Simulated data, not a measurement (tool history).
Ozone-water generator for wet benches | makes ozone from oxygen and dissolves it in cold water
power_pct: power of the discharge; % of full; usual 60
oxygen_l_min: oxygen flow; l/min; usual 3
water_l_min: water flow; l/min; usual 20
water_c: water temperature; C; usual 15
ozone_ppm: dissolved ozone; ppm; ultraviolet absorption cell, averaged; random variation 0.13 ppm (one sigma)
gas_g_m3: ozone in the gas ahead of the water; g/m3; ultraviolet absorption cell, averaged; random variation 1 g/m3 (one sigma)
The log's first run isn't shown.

run,day,power_pct,oxygen_l_min,water_l_min,water_c,hours of work since the electrodes were changed,hours of work since the contactor was cleaned,hours of work since the thermometer was calibrated,ozone_ppm,gas_g_m3
2,1.725,74,3,20,15,616,3345,1596,16.3,205
3,2.933,74,3,20,15,641,3370,1622,16.4,204.2
4,4.254,74,3,20,15,669,3397,1649,16.1,203.9
5,5.354,74,3,20,15,691,3420,1672,16.3,201.9
6,6.354,60,3,30,15,712,3441,1693,8.7,170.7
7,7.554,60,3,30,15,737,3466,1718,8.5,170.6
8,9.55,60,3,30,15,779,3507,1759,8.6,171.4
9,11.321,60,3,30,15,815,3544,1796,8.5,169.5
10,13.146,77,3,20,15,853,3582,1834,16.5,208.8
11,15.1,77,3,20,15,894,3622,1874,16.4,211.1
12,16.217,77,3,20,15,917,3646,1897,16.7,210.6
13,17.296,77,3,20,15,939,3668,1920,16.4,209.1
14,18.212,94,3,20,15,959,3687,1939,20,246.7
15,20.233,57,3,20,15,1000,3729,1981,12.8,163.4
16,21.667,57,3,20,15,1030,3759,2011,12.9,161.1
17,22.625,57,5.28,20,15,1050,3779,2031,12.6,109.7
18,24.633,89,4.94,20,22,1092,3820,2072,16.6,166.3
19,26.321,60,3,20,19,1127,3855,2107,13.2,168.2
20,27.454,60,3,20,19,1150,3879,2131,13,168
21,29.279,60,3,20,19,1188,3917,2169,13.1,170
22,30.562,60,3,20,19,1215,3944,2195,13,167.6

Forecast run 23:
23,31.708,48,3,20,19,1239,3967,2219,?,?

{"run 23": {"ozone_ppm": 10.9, "gas_g_m3": 142.1}}
Without the tool's hidden state the same run would have given ozone_ppm 11.4 ppm, gas_g_m3 145 g/m3.

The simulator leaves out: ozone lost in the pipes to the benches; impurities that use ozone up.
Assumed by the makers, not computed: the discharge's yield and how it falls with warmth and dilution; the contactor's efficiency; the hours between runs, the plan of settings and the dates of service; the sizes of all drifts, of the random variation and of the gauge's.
